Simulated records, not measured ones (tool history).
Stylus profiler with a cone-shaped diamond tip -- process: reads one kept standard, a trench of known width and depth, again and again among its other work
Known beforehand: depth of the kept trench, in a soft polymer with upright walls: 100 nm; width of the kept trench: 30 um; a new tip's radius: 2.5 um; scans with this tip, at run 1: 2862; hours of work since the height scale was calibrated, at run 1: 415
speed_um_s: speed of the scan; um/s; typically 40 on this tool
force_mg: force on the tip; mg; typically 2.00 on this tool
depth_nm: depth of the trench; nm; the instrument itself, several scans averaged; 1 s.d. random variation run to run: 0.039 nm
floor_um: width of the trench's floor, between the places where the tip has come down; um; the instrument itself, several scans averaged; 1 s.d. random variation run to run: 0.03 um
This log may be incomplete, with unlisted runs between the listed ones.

run   hour  speed_um_s  force_mg  scans with this tip  hours of work since the height scale was calibrated  depth_nm  floor_um
  1    0.0          40      2.00                 2862                                                  415    100.83     28.23
  2   29.4          40      2.66                 2969                                                  431    101.08     28.29
  3   56.6          17      2.00                 3069                                                  446    100.84     28.35
  4   73.3          17      2.00                 3130                                                  454    100.89     28.36
  5   94.0          17      2.00                 3206                                                  465    100.87     28.38
  6  118.3          51      2.00                 3295                                                  478    100.91     28.16
  7  133.3          51      2.00                 3349                                                  486    100.83     28.18
  8  153.6          15      3.86                 3424                                                  497    101.41     28.35
  9  177.8          15      3.86                 3512                                                  510    101.38     28.35

What does the tool deliver on the next run?
 10  204.6         121      2.00                 3610                                                  524         ?         ?

{"run 10": {"depth_nm": 100.77, "floor_um": 27.82}}
Had the tool carried no hidden state, the very same run would have given depth_nm 100.92 nm, floor_um 28.01 um.
